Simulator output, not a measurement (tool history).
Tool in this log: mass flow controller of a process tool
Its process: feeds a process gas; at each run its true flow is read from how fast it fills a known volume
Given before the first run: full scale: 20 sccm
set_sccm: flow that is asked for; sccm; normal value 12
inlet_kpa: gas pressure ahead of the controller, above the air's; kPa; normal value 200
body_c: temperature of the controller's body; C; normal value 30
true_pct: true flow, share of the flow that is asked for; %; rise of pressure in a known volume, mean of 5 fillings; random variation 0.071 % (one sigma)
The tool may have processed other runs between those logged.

run    hour  set_sccm  inlet_kpa  body_c  true_pct
  1       0        12        200      30     99.69
  2    53.4        12        200      30     99.55
  3   152.5        12        200      30     99.64
  4   241.8        12        200      30     99.75
  5   311.1         4        200      30     98.97
  6     382         4        200      30     98.93
  7     462         4        200      30     99.07
  8   511.9        12        200      30       100
  9   598.7        12        200      30     100.1
 10   646.7        12        200      30     100.2
 11   711.5        12        200      30    100.07
 12     774        12        200      30    100.15
 13   828.6        12        200      30    100.34
 14   888.8        12        200      30    100.43
 15   959.5        12        192      30    100.52
 16  1028.5        12        192      30     100.5
 17  1095.6        12        200      30    100.45
 18  1137.3        12        200      30    100.54
 19  1232.8        12        200      30    100.77
 20  1326.1        12        200      30    100.76
 21  1384.3        12        200      30    100.84
 22  1449.6        12        200      30    100.82
 23  1537.2        12        200      30    101.05
 24  1625.6        12        200      30    101.01
 25  1701.6        12        200      30    101.24
 26  1769.3        12        192      21    100.54
     1788.1  -- gauge calibrated
 27  1824.8        12        192      21     98.89
 28  1913.6         5        192      22     98.28
 29  1964.9         4        192      34      99.1
 30  2029.1         9        157      29     99.29
 31  2123.8         7        200      30     99.23
 32  2185.6         5        150      27     98.89
 33  2261.8         6        200      30     99.23
 34  2311.4        12        149      30    100.09
 35  2409.2        12        200      37    100.67
 36  2484.8         2        149      20     98.56
 37  2571.4        16        176      31    100.76
 38  2626.1        12        274      27     99.94
 39  2709.4        12        274      27    100.05
 40  2804.9        12        274      27    100.08
 41  2883.5         3        205      32     99.67
 42  2932.6        12        219      30    100.49
 43    2981         9        174      30    100.35
 44  3068.6         9        174      30    100.47
 45  3119.4         9        174      30    100.45
 46  3175.8         9        174      30    100.67
 47  3221.7        12        218      35    101.38
 48  3322.1        12        218      35    101.53

What if the next run were any one of these 5? Each begins from the tool's condition after run 48:
  A  3368.9        12        161      35         ?
  B  3368.9         6        200      30         ?
  C  3368.9         7        247      31         ?
  D  3368.9         3        215      22         ?
  E  3368.9         5        218      25         ?

run  true_pct
  A    101.52
  B    100.26
  C    100.51
  D     99.41
  E     99.91
The same runs, with their run-to-run variation unchanged, on a tool lacking any hidden condition would have given:
run  true_pct
  A     99.99
  B     98.74
  C     98.99
  D     97.89
  E      98.4
